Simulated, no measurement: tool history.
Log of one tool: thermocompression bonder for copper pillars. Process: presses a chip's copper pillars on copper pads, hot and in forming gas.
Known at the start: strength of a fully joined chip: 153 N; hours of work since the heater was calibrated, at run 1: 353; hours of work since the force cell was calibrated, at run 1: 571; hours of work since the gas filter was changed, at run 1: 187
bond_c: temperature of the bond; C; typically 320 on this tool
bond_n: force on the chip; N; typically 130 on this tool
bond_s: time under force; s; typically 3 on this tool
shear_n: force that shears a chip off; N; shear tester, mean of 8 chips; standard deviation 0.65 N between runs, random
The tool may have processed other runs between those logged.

| run | day | bond_c | bond_n | bond_s | hours of work since the heater was calibrated | hours of work since the force cell was calibrated | hours of work since the gas filter was changed | shear_n |
|---|---|---|---|---|---|---|---|---|
| 1 | 0.000 | 320 | 130 | 3 | 353 | 571 | 187 | 74.7 |
| 2 | 3.258 | 320 | 130 | 3 | 406 | 624 | 240 | 73.6 |
| 3 | 5.717 | 320 | 130 | 3 | 446 | 664 | 280 | 73.2 |
| 4 | 8.871 | 320 | 130 | 3 | 498 | 716 | 332 | 72.5 |
|  | 9.396 | forming gas filter changed |
| 5 | 10.696 | 320 | 130 | 3 | 527 | 745 | 21 | 78.8 |
| 6 | 12.821 | 320 | 130 | 3 | 562 | 780 | 56 | 78.5 |
| 7 | 14.725 | 320 | 130 | 3 | 593 | 811 | 87 | 77.6 |
|  | 15.538 | heater calibrated with a thermocouple chip |
| 8 | 17.100 | 320 | 130 | 3 | 25 | 848 | 124 | 72.9 |
| 9 | 18.742 | 320 | 130 | 3 | 52 | 875 | 151 | 72.2 |
| 10 | 20.200 | 320 | 130 | 3 | 76 | 899 | 175 | 71.3 |
| 11 | 23.392 | 302 | 99 | 2 | 128 | 951 | 227 | 38.2 |
| 12 | 26.633 | 299 | 123 | 4 | 181 | 1003 | 280 | 62.1 |
| 13 | 28.900 | 320 | 87 | 4 | 218 | 1040 | 316 | 50.4 |
|  | 30.429 | forming gas filter changed |
| 14 | 30.429 | 340 | 82 | 7 | 242 | 1065 | 0 | 74.3 |
|  | 33.608 | force cell calibrated |
| 15 | 33.638 | 340 | 82 | 7 | 294 | 1 | 51 | 80.5 |
| 16 | 35.504 | 299 | 82 | 2 | 324 | 31 | 82 | 35.3 |
| 17 | 37.083 | 311 | 81 | 2 | 350 | 57 | 107 | 39.0 |
| 18 | 39.546 | 299 | 146 | 2 | 390 | 97 | 148 | 67.1 |
| 19 | 42.096 | 299 | 146 | 2 | 431 | 138 | 189 | 66.3 |

Predict each of these 5 candidate next runs independently; none follows another, all start after run 19:
| A | 45.142 | 337 | 146 | 7 | 481 | 188 | 239 | ? |
| B | 45.142 | 338 | 189 | 3 | 481 | 188 | 239 | ? |
| C | 45.142 | 336 | 146 | 3 | 481 | 188 | 239 | ? |
| D | 45.142 | 320 | 86 | 3 | 481 | 188 | 239 | ? |
| E | 45.142 | 320 | 130 | 9 | 481 | 188 | 239 | ? |

| run | shear_n |
|---|---|
| A | 115.1 |
| B | 113.0 |
| C | 94.2 |
| D | 50.1 |
| E | 104.9 |
What these runs would have given with no unlogged condition in the tool:
| run | shear_n |
|---|---|
| A | 124.1 |
| B | 121.8 |
| C | 100.9 |
| D | 53.0 |
| E | 112.5 |
